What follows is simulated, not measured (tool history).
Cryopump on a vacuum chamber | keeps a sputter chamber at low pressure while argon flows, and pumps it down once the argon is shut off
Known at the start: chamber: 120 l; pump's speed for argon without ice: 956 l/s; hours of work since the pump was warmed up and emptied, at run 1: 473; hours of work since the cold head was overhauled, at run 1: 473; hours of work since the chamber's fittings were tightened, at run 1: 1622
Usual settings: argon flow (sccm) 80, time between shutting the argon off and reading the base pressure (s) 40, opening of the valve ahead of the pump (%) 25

run,hour,argon flow (sccm),time between shutting the argon off and reading the base pressure (s),opening of the valve ahead of the pump (%),hours of work since the pump was warmed up and emptied,hours of work since the cold head was overhauled,hours of work since the chamber's fittings were tightened,pressure while argon flows (Pa),pressure after the wait (uPa)
1,0,80,40,25,473,473,1622,0.5966,3.59
2,19.9,80,40,25,489,489,1638,0.5992,3.59
3,38.3,80,40,25,504,504,1653,0.5964,3.62
4,51,80,40,25,515,515,1664,0.6006,3.66
5,73.1,139,40,25,533,533,1682,1.039,3.75
6,99.4,139,40,25,555,555,1703,1.0499,3.82
7,122.3,80,40,49,573,573,1722,0.3249,3.68
8,140.9,80,40,49,589,589,1738,0.3264,3.77
9,160,80,40,49,604,604,1753,0.3295,3.85
10,179.1,80,40,49,620,620,1769,0.3276,3.94
11,205,130,53,41,642,642,1790,0.6288,3.68
12,217.9,80,34,34,652,652,1801,0.4591,4.17
13,236.9,80,40,33,668,668,1817,0.4719,3.9
14,255.9,80,40,33,684,684,1832,0.475,3.97
15,274.2,78,107,53,699,699,1847,0.3082,3.28

Forecast each of these 5 alternatives for the next run:
A,292.9,58,40,28,714,714,1863,?,?
B,292.9,80,198,25,714,714,1863,?,?
C,292.9,80,101,32,714,714,1863,?,?
D,292.9,137,59,42,714,714,1863,?,?
E,292.9,43,25,38,714,714,1863,?,?

run,pressure while argon flows (Pa),pressure after the wait (uPa)
A,0.4036,4.14
B,0.6142,3.14
C,0.4921,3.27
D,0.656,3.79
E,0.2246,5
Without the tool's hidden state the same runs would have given:
run,pressure while argon flows (Pa),pressure after the wait (uPa)
A,0.3685,1.62
B,0.5662,0.58
C,0.444,0.81
D,0.5743,1.24
E,0.199,2.45

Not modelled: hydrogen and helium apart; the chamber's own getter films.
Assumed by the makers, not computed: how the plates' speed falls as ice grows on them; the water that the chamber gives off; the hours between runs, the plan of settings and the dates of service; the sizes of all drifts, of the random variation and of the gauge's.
